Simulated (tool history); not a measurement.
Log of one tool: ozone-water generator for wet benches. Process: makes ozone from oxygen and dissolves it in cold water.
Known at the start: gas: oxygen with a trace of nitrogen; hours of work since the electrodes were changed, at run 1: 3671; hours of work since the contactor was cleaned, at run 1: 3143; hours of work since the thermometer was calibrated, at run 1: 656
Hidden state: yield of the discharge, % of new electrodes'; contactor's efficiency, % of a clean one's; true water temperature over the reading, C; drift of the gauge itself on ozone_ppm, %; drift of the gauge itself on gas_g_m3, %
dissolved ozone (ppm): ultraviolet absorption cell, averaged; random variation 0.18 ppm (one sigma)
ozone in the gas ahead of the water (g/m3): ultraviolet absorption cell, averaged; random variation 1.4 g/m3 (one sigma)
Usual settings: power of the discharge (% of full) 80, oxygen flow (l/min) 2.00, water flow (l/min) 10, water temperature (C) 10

run    hour  power of the discharge (% of full)  oxygen flow (l/min)  water flow (l/min)  water temperature (C)  hours of work since the electrodes were changed  hours of work since the contactor was cleaned  hours of work since the thermometer was calibrated  dissolved ozone (ppm)  ozone in the gas ahead of the water (g/m3)
  1     0.0                                  80                 2.00                  10                     10                                             3671                                           3143                                                 656                   22.6                                       238.7
  2   182.4                                  80                 2.00                  10                     10                                             3838                                           3310                                                 823                   22.4                                       241.1
  3   332.5                                  80                 2.00                  10                     10                                             3976                                           3448                                                 961                   22.4                                       239.6
  4   424.7                                  80                 2.00                  10                     15                                             4061                                           3533                                                1046                   21.0                                       240.2
  5   523.1                                  80                 2.00                  10                     15                                             4151                                           3623                                                1136                   20.9                                       239.4
  6   721.8                                  80                 2.00                  10                     11                                             4334                                           3806                                                1319                   21.6                                       239.7
  7   845.4                                  80                 2.00                  10                     11                                             4447                                           3919                                                1432                   21.8                                       236.7
  8   964.7                                  80                 2.00                  10                     10                                             4557                                           4029                                                1542                   22.2                                       237.1
  9  1069.7                                  80                 2.00                  10                     10                                             4653                                           4125                                                1638                   22.0                                       236.1
 10  1253.9                                  80                 1.13                  10                     10                                             4822                                           4295                                                1808                   20.1                                       328.2
 11  1412.8                                  80                 1.13                  10                     10                                             4968                                           4441                                                1954                   20.2                                       328.7
 12  1502.8                                  80                 1.13                  10                     10                                             5051                                           4523                                                2036                   19.9                                       329.2
 13  1598.6                                  80                 1.13                  10                     10                                             5139                                           4611                                                2124                   19.5                                       329.8
 14  1714.0                                  51                 2.00                  10                     10                                             5245                                           4717                                                2230                   16.0                                       170.6
 15  1866.1                                  80                 2.00                   9                     10                                             5385                                           4857                                                2370                   24.0                                       236.6
 16  2023.4                                  80                 2.00                   9                     10                                             5529                                           5001                                                2514                   24.1                                       235.6
     2071.2  -- water thermometer calibrated
 17  2122.6                                  80                 2.00                   9                     10                                             5620                                           5092                                                  47                   23.9                                       235.2
 18  2212.0                                  89                 3.40                   7                     11                                             5702                                           5174                                                 129                   31.7                                       184.3
 19  2326.1                                  80                 3.14                   8                     10                                             5807                                           5279                                                 234                   27.2                                       181.0
 20  2452.5                                  40                 3.14                   8                     10                                             5923                                           5395                                                 350                   16.2                                       110.0
     2565.0  -- contactor cleaned
 21  2660.1                                  40                 3.09                   9                      5                                             6110                                             87                                                 537                   16.5                                       110.8
 22  2745.4                                  40                 3.09                   9                      5                                             6188                                            166                                                 616                   16.4                                       110.4
 23  2872.0                                  82                 2.23                   7                     12                                             6304                                            282                                                 732                   30.6                                       222.2
 24  2975.0                                  82                 2.23                   7                     12                                             6399                                            377                                                 826                   31.0                                       221.0
 25  3084.8                                  79                 1.74                  11                     12                                             6500                                            477                                                 927                   19.3                                       249.7
 26  3250.2                                  79                 1.74                  11                     12                                             6652                                            629                                                1079                   19.1                                       251.4
 27  3333.0                                  55                 1.92                   6                     10                                             6728                                            705                                                1155                   26.9                                       181.7
 28  3523.8                                  51                 1.92                   8                     10                                             6903                                            881                                                1330                   19.9                                       173.0
 29  3696.7                                  56                 1.92                   8                     14                                             7062                                           1039                                                1489                   19.9                                       184.0
 30  3791.7                                  56                 1.92                   7                      7                                             7149                                           1127                                                1577                   24.7                                       182.3
 31  3878.3                                  58                 2.54                   7                      7                                             7229                                           1206                                                1656                   25.6                                       160.4
 32  4012.3                                  58                 2.54                   7                      7                                             7352                                           1329                                                1779                   25.4                                       160.3
 33  4156.9                                  58                 2.54                   7                      7                                             7485                                           1462                                                1912                   25.4                                       160.0

Forecast each of these 3 alternatives for the next run:
  A  4314.5                                  82                 1.10                  10                     10                                             7629                                           1607                                                2057                      ?                                           ?
  B  4314.5                                  62                 2.00                   7                     10                                             7629                                           1607                                                2057                      ?                                           ?
  C  4314.5                                  49                 2.00                  10                      8                                             7629                                           1607                                                2057                      ?                                           ?

run  dissolved ozone (ppm)  ozone in the gas ahead of the water (g/m3)
  A                   20.2                                       330.6
  B                   25.4                                       189.3
  C                   15.6                                       161.0
Without the tool's hidden state the same runs would have given:
run  dissolved ozone (ppm)  ozone in the gas ahead of the water (g/m3)
  A                   22.7                                       364.0
  B                   28.0                                       204.8
  C                   17.0                                       171.6

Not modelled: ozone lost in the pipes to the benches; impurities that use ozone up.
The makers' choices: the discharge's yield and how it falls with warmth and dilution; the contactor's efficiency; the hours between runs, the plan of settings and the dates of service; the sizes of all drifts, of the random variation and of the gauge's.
